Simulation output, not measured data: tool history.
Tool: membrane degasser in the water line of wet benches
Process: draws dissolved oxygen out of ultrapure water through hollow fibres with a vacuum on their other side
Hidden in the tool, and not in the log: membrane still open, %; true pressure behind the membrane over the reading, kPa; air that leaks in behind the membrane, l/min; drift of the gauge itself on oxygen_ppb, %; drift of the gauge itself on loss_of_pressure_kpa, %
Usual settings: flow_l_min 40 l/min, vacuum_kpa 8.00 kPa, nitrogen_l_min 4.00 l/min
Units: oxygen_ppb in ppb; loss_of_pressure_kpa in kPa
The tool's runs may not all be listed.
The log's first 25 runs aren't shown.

| run | day | flow_l_min | vacuum_kpa | nitrogen_l_min | hours since the membrane was changed | hours since the vacuum gauge was calibrated | hours since the vacuum lines were made tight | oxygen_ppb | loss_of_pressure_kpa |
|---|---|---|---|---|---|---|---|---|---|
| 26 | 41.583 | 56 | 13.30 | 3.09 | 1671 | 1060 | 10029 | 716.8 | 60.24 |
| 27 | 43.788 | 61 | 7.04 | 4.00 | 1723 | 1113 | 10082 | 512.9 | 66.58 |
| 28 | 44.708 | 61 | 7.04 | 4.00 | 1746 | 1135 | 10104 | 518.3 | 66.16 |
| 29 | 45.871 | 60 | 7.17 | 4.57 | 1774 | 1163 | 10132 | 481.3 | 65.66 |
| 30 | 46.792 | 60 | 7.17 | 4.57 | 1796 | 1185 | 10154 | 490.6 | 65.13 |
| 31 | 48.858 | 60 | 7.17 | 4.57 | 1845 | 1235 | 10204 | 487.3 | 64.96 |
| 32 | 50.850 | 60 | 7.17 | 4.57 | 1893 | 1283 | 10251 | 494.4 | 65.28 |
| 33 | 53.088 | 60 | 7.17 | 4.57 | 1947 | 1336 | 10305 | 493.3 | 65.50 |

Forecast each of these 3 alternatives for the next run:
| A | 54.979 | 53 | 9.49 | 3.77 | 1992 | 1382 | 10350 | ? | ? |
| B | 54.979 | 29 | 8.00 | 1.61 | 1992 | 1382 | 10350 | ? | ? |
| C | 54.979 | 33 | 17.94 | 4.57 | 1992 | 1382 | 10350 | ? | ? |

| run | oxygen_ppb | loss_of_pressure_kpa |
|---|---|---|
| A | 489.5 | 57.94 |
| B | 272.6 | 31.57 |
| C | 351.2 | 36.01 |
Without the tool's hidden state the same runs would have given:
| run | oxygen_ppb | loss_of_pressure_kpa |
|---|---|---|
| A | 489.4 | 56.48 |
| B | 272.5 | 30.77 |
| C | 351.1 | 35.09 |
